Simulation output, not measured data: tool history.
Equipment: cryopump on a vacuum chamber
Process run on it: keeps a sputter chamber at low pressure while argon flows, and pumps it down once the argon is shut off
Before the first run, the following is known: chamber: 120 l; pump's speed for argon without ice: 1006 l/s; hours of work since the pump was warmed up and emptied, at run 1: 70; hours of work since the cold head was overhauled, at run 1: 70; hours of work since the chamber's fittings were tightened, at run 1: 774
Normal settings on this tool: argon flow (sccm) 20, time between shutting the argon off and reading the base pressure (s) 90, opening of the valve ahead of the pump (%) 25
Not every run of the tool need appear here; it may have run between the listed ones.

| run | hour | argon flow (sccm) | time between shutting the argon off and reading the base pressure (s) | opening of the valve ahead of the pump (%) | hours of work since the pump was warmed up and emptied | hours of work since the cold head was overhauled | hours of work since the chamber's fittings were tightened | pressure while argon flows (Pa) | pressure after the wait (uPa) |
|---|---|---|---|---|---|---|---|---|---|
| 1 | 0 | 20 | 90 | 25 | 70 | 70 | 774 | 0.135 | 2.28 |
| 2 | 72.6 | 20 | 90 | 25 | 111 | 111 | 815 | 0.136 | 2.31 |
| 3 | 155.5 | 19 | 90 | 25 | 158 | 158 | 862 | 0.1293 | 2.38 |
| 4 | 233.2 | 19 | 105 | 25 | 202 | 202 | 906 | 0.1293 | 2.19 |
| 5 | 292.6 | 20 | 90 | 25 | 236 | 236 | 939 | 0.1356 | 2.41 |
| 6 | 346.5 | 20 | 90 | 44 | 267 | 267 | 970 | 0.0789 | 2.53 |
| 7 | 418.9 | 20 | 90 | 44 | 308 | 308 | 1011 | 0.0783 | 2.51 |
| 8 | 497.7 | 20 | 90 | 25 | 352 | 352 | 1055 | 0.1371 | 2.59 |
| 9 | 551.7 | 20 | 90 | 25 | 383 | 383 | 1086 | 0.1367 | 2.58 |
| 10 | 626.7 | 20 | 115 | 25 | 425 | 425 | 1128 | 0.137 | 2.2 |
| 11 | 712.6 | 20 | 115 | 25 | 474 | 474 | 1177 | 0.1373 | 2.44 |
| 12 | 775.1 | 20 | 115 | 25 | 509 | 509 | 1212 | 0.1374 | 2.31 |
| 13 | 819 | 20 | 24 | 25 | 534 | 534 | 1237 | 0.1381 | 6.69 |
| 14 | 866 | 20 | 90 | 25 | 561 | 561 | 1264 | 0.139 | 2.74 |
| 15 | 948 | 20 | 90 | 25 | 607 | 607 | 1310 | 0.1393 | 2.87 |
| 16 | 1021.1 | 20 | 90 | 25 | 648 | 648 | 1352 | 0.139 | 2.82 |
| 17 | 1061.4 | 20 | 90 | 25 | 671 | 671 | 1374 | 0.1377 | 2.85 |
| 18 | 1119.5 | 20 | 90 | 25 | 704 | 704 | 1407 | 0.1386 | 2.88 |
| 19 | 1177.6 | 20 | 79 | 28 | 737 | 737 | 1440 | 0.1252 | 3.11 |
| 20 | 1248 | 11 | 31 | 17 | 777 | 777 | 1480 | 0.1118 | 5.75 |
| 21 | 1336.6 | 20 | 99 | 22 | 827 | 827 | 1530 | 0.1578 | 2.89 |
|  | 1360.1 | pump warmed up, emptied and cooled again |
| 22 | 1423.2 | 20 | 99 | 22 | 36 | 873 | 1576 | 0.1532 | 2.78 |
| 23 | 1482.1 | 20 | 52 | 25 | 69 | 907 | 1610 | 0.1345 | 3.89 |
| 24 | 1549.5 | 14 | 24 | 51 | 107 | 945 | 1648 | 0.048 | 6.9 |
| 25 | 1624.8 | 10 | 90 | 25 | 150 | 987 | 1691 | 0.0684 | 3.08 |
| 26 | 1713.7 | 10 | 61 | 17 | 200 | 1038 | 1741 | 0.1001 | 3.65 |
| 27 | 1773.9 | 10 | 61 | 40 | 234 | 1072 | 1775 | 0.0426 | 3.74 |
| 28 | 1861.4 | 10 | 61 | 40 | 284 | 1121 | 1824 | 0.0431 | 3.8 |
| 29 | 1925.9 | 30 | 132 | 40 | 320 | 1158 | 1861 | 0.1298 | 2.66 |
| 30 | 1977.2 | 30 | 132 | 40 | 349 | 1187 | 1890 | 0.1303 | 2.78 |
| 31 | 2054.8 | 30 | 132 | 40 | 393 | 1231 | 1934 | 0.1304 | 2.72 |
| 32 | 2129.1 | 20 | 90 | 32 | 435 | 1273 | 1976 | 0.1071 | 3.28 |
| 33 | 2176.4 | 33 | 106 | 36 | 462 | 1300 | 2003 | 0.1602 | 3.02 |
| 34 | 2262.7 | 18 | 90 | 55 | 511 | 1349 | 2052 | 0.058 | 3.37 |
| 35 | 2344.4 | 18 | 87 | 24 | 557 | 1395 | 2098 | 0.13 | 3.44 |

Here are 3 independent what-if runs from the current tool condition. What would each one return?
| A | 2413 | 22 | 87 | 24 | 596 | 1434 | 2137 | ? | ? |
| B | 2413 | 23 | 44 | 15 | 596 | 1434 | 2137 | ? | ? |
| C | 2413 | 19 | 90 | 25 | 596 | 1434 | 2137 | ? | ? |

| run | pressure while argon flows (Pa) | pressure after the wait (uPa) |
|---|---|---|
| A | 0.1594 | 3.51 |
| B | 0.2621 | 4.92 |
| C | 0.1318 | 3.49 |
Had the tool no hidden state, the same runs would have come out as:
| run | pressure while argon flows (Pa) | pressure after the wait (uPa) |
|---|---|---|
| A | 0.1546 | 1.84 |
| B | 0.2571 | 3.26 |
| C | 0.1277 | 1.81 |

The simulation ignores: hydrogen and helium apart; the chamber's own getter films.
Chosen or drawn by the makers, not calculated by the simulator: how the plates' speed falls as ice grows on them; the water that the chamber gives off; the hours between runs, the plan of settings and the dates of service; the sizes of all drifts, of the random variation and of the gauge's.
